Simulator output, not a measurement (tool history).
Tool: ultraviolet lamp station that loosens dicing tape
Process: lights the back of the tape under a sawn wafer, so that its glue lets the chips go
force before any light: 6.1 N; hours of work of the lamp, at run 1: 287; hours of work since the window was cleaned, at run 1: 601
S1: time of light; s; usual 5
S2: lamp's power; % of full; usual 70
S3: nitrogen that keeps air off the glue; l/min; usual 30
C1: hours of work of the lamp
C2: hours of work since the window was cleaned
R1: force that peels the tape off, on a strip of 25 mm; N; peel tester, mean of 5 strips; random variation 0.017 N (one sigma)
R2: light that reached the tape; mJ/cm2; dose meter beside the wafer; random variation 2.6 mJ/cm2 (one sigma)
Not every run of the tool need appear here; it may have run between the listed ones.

Run 1, day 0.000: usual settings; C1 287; C2 601. Result: R1 1.294 N, R2 240 mJ/cm2.
Run 2, day 0.483: usual settings but S3 16 l/min; C1 295; C2 609. Result: R1 1.717 N, R2 242 mJ/cm2.
At day 0.608: window cleaned of glue's vapour.
Run 3, day 0.992: usual settings but S3 16 l/min; C1 303; C2 6. Result: R1 1.958 N, R2 216 mJ/cm2.
Run 4, day 1.567: usual settings but S3 16 l/min; C1 312; C2 16. Result: R1 2.061 N, R2 212 mJ/cm2.
Run 5, day 2.058: usual settings; C1 320; C2 24. Result: R1 1.513 N, R2 214 mJ/cm2.
Run 6, day 2.679: usual settings; C1 330; C2 34. Result: R1 1.500 N, R2 213 mJ/cm2.
At day 3.038: window cleaned of glue's vapour, once more.
Run 7, day 3.262: usual settings; C1 339; C2 4. Result: R1 0.898 N, R2 290 mJ/cm2.
Run 8, day 3.696: usual settings; C1 346; C2 11. Result: R1 0.989 N, R2 290 mJ/cm2.
Run 9, day 4.021: usual settings; C1 352; C2 16. Result: R1 0.977 N, R2 285 mJ/cm2.
Run 10, day 4.658: usual settings; C1 362; C2 26. Result: R1 0.985 N, R2 288 mJ/cm2.
Run 11, day 4.954: usual settings but S3 40 l/min; C1 367; C2 31. Result: R1 0.872 N, R2 292 mJ/cm2.
Run 12, day 5.217: usual settings but S3 40 l/min; C1 371; C2 35. Result: R1 0.869 N, R2 289 mJ/cm2.
Run 13, day 5.758: usual settings but S3 40 l/min; C1 380; C2 44. Result: R1 0.801 N, R2 284 mJ/cm2.
Run 14, day 6.058: usual settings but S3 58 l/min; C1 385; C2 49. Result: R1 0.747 N, R2 283 mJ/cm2.
Run 15, day 6.379: usual settings but S3 58 l/min; C1 390; C2 54. Result: R1 0.696 N, R2 282 mJ/cm2.
Run 16, day 6.771: usual settings; C1 396; C2 61. Result: R1 1.025 N, R2 286 mJ/cm2.
Run 17, day 7.400: usual settings; C1 407; C2 71. Result: R1 1.003 N, R2 279 mJ/cm2.
Run 18, day 7.858: usual settings but S3 13 l/min; C1 414; C2 78. Result: R1 1.561 N, R2 280 mJ/cm2.
Run 19, day 8.300: usual settings but S3 16 l/min; C1 421; C2 86. Result: R1 1.447 N, R2 279 mJ/cm2.
Run 20, day 8.804: usual settings but S1 2 s, S2 68 % of full, S3 16 l/min; C1 429; C2 94. Result: R1 3.431 N, R2 107 mJ/cm2.
Run 21, day 9.250: usual settings but S1 10 s, S3 26 l/min; C1 437; C2 101. Result: R1 0.291 N, R2 552 mJ/cm2.
Run 22, day 9.879: usual settings but S1 4 s, S2 76 % of full, S3 22 l/min; C1 447; C2 111. Result: R1 1.508 N, R2 237 mJ/cm2.
Run 23, day 10.275: usual settings but S2 62 % of full, S3 47 l/min; C1 453; C2 118. Result: R1 1.037 N, R2 242 mJ/cm2.
Run 24, day 10.696: usual settings but S3 47 l/min; C1 460; C2 124. Result: R1 0.855 N, R2 272 mJ/cm2.
Run 25, day 11.279: usual settings but S2 79 % of full, S3 10 l/min; C1 470; C2 134. Result: R1 1.645 N, R2 311 mJ/cm2.
Run 26, day 11.842: usual settings but S1 6 s, S2 67 % of full, S3 32 l/min; C1 479; C2 143. Result: R1 0.841 N, R2 304 mJ/cm2.
Run 27, day 12.129: usual settings but S2 95 % of full; C1 484; C2 148. Result: R1 0.622 N, R2 368 mJ/cm2.
Run 28, day 12.617: usual settings but S2 85 % of full; C1 491; C2 156. Result: R1 0.794 N, R2 325 mJ/cm2.
Run 29, day 12.962: usual settings but S1 4 s, S2 62 % of full, S3 32 l/min; C1 497; C2 161. Result: R1 1.744 N, R2 188 mJ/cm2.
Run 30, day 13.483: usual settings but S1 4 s, S2 68 % of full; C1 505; C2 170. Result: R1 1.593 N, R2 206 mJ/cm2.
Run 31, day 13.892: usual settings but S1 3 s, S2 83 % of full; C1 512; C2 176. Result: R1 1.864 N, R2 188 mJ/cm2.
Run 32, day 14.283: usual settings but S1 3 s, S2 90 % of full, S3 9 l/min; C1 518; C2 183. Result: R1 2.543 N, R2 201 mJ/cm2.
Run 33, day 14.750: usual settings but S1 3 s, S2 90 % of full, S3 9 l/min; C1 526; C2 190. Result: R1 2.475 N, R2 204 mJ/cm2.
Run 34, day 15.075: usual settings but S2 96 % of full; C1 531; C2 196. Result: R1 0.633 N, R2 357 mJ/cm2.
Run 35, day 15.354: usual settings but S2 95 % of full, S3 28 l/min; C1 536; C2 200. Result: R1 0.734 N, R2 353 mJ/cm2.
Run 36, day 15.875: usual settings but S1 2 s, S2 79 % of full, S3 17 l/min; C1 544; C2 209. Result: R1 3.322 N, R2 115 mJ/cm2.
Run 37, day 16.279: usual settings but S1 8 s, S2 77 % of full, S3 24 l/min; C1 551; C2 215. Result: R1 0.471 N, R2 458 mJ/cm2.
Run 38, day 16.896: usual settings but S1 2 s, S2 64 % of full, S3 20 l/min; C1 561; C2 225. Result: R1 3.713 N, R2 95 mJ/cm2.

How would selected steps in R1 from run to run divide? Give the signed amount a tool lacking its hidden state would still show from settings, what came in and random variation, and the signed amount left for the hidden state, including any gauge scatter that is not in both of the compared results.
Unlogged tool condition in this case: lamp's light, % of a new lamp's; light that the window lets through, % of a clean one's; drift of the gauge itself on peel_n, %; drift of the gauge itself on dose_mj_cm2, %.
Run 6 -> 7: window cleaned of glue's vapour, once more. R1 -0.602 N: hidden state -0.568, all else -0.034.
Run 20 -> 21: S1 2 -> 10, S2 68 -> 70, S3 16 -> 26. R1 -3.140 N: hidden state -0.223, all else -2.917.
Run 36 -> 37: S1 2 -> 8, S2 79 -> 77, S3 17 -> 24. R1 -2.851 N: hidden state -0.286, all else -2.565.
Run 37 -> 38: S1 8 -> 2, S2 77 -> 64, S3 24 -> 20. R1 +3.242 N: hidden state +0.291, all else +2.951.
